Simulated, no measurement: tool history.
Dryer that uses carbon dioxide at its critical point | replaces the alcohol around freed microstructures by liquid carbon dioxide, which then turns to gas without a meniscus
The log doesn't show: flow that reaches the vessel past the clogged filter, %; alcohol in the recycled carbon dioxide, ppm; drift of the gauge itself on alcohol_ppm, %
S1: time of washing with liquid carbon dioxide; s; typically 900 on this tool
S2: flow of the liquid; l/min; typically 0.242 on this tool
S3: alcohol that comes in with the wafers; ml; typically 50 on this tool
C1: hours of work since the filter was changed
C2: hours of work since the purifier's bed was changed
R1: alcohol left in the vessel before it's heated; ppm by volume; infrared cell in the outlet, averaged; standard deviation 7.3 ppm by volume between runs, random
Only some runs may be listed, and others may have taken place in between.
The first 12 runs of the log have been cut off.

run	hour	S1	S2	S3	C1	C2	R1
13	102.4	900	0.263	50	318	162	381
14	110	900	0.263	50	321	165	390
15	119	900	0.263	50	324	169	400
16	127.2	900	0.297	50	327	172	200
17	134	900	0.297	50	330	174	201
18	144.7	780	0.297	50	334	178	450
19	149.2	1140	0.297	50	336	180	48
20	158.2	1140	0.297	24	339	184	46
# hour 165: inlet filter changed
21	167.6	900	0.242	50	1	187	378
22	177.4	900	0.338	50	5	191	61
23	184.9	840	0.154	50	8	193	3541
24	194	1020	0.153	65	11	197	2305
25	201	780	0.242	111	14	200	1742
26	210.7	780	0.242	78	17	203	1195
27	218.7	780	0.242	78	21	206	1245
28	225.5	780	0.242	78	23	209	1232
29	231.4	780	0.242	78	25	211	1248
30	240	660	0.21	54	29	214	3063
31	250.7	660	0.21	54	33	219	3093

Forecast run 32:
32	261.2	660	0.21	54	37	223	?

{"run 32": {"R1": 3056}}
With no hidden state in the tool, this same run would have given R1 2900 ppm by volume.
